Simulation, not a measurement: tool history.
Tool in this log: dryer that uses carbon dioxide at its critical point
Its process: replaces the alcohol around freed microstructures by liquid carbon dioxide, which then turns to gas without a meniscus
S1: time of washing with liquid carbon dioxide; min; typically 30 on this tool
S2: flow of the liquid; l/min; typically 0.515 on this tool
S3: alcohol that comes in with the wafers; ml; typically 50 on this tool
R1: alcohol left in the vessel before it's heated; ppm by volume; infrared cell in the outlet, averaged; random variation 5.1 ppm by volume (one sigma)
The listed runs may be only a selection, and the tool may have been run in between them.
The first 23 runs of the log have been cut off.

| run | hour | S1 | S2 | S3 | R1 |
|---|---|---|---|---|---|
| 24 | 1118 | 30 | 0.515 | 46 | 120 |
| 25 | 1149.7 | 38 | 0.515 | 50 | 76 |
| 26 | 1198.6 | 43 | 0.551 | 27 | 63 |
| 27 | 1256.7 | 43 | 0.551 | 27 | 58 |
| 28 | 1326.7 | 37 | 0.375 | 52 | 208 |
| 29 | 1380.8 | 30 | 0.515 | 50 | 155 |
| 30 | 1433.2 | 47 | 0.641 | 45 | 63 |
| 31 | 1462.6 | 47 | 0.641 | 45 | 74 |
| 32 | 1521.6 | 39 | 0.483 | 57 | 112 |
| 33 | 1581.4 | 33 | 0.388 | 67 | 437 |
| 34 | 1621.4 | 29 | 0.388 | 57 | 639 |
| 35 | 1654.7 | 20 | 0.519 | 92 | 1333 |
| 36 | 1726 | 20 | 0.519 | 92 | 1424 |
| 37 | 1794.4 | 45 | 0.329 | 98 | 411 |
| 38 | 1844.6 | 30 | 0.515 | 82 | 318 |
| 39 | 1884.2 | 20 | 0.515 | 61 | 1087 |
| 40 | 1923.6 | 48 | 0.801 | 43 | 86 |
| 41 | 1963.3 | 44 | 0.515 | 50 | 86 |
|  | 1977.2 | inlet filter changed |
| 42 | 2033.4 | 44 | 0.515 | 50 | 92 |
| 43 | 2072.5 | 40 | 0.393 | 50 | 152 |
| 44 | 2136.7 | 47 | 0.393 | 29 | 93 |
| 45 | 2194.5 | 34 | 0.31 | 39 | 457 |
| 46 | 2236 | 34 | 0.31 | 39 | 461 |
| 47 | 2290.6 | 18 | 0.771 | 35 | 196 |
| 48 | 2360 | 20 | 0.515 | 105 | 1270 |

Predict each of these 3 candidate next runs independently; none follows another, all start after run 48:
| A | 2409.6 | 23 | 0.836 | 50 | ? |
| B | 2409.6 | 38 | 0.311 | 28 | ? |
| C | 2409.6 | 38 | 0.487 | 21 | ? |

| run | R1 |
|---|---|
| A | 121 |
| B | 285 |
| C | 107 |
The same runs, with their run-to-run variation unchanged, on a tool lacking any hidden condition would have given:
| run | R1 |
|---|---|
| A | 19 |
| B | 131 |
| C | 11 |
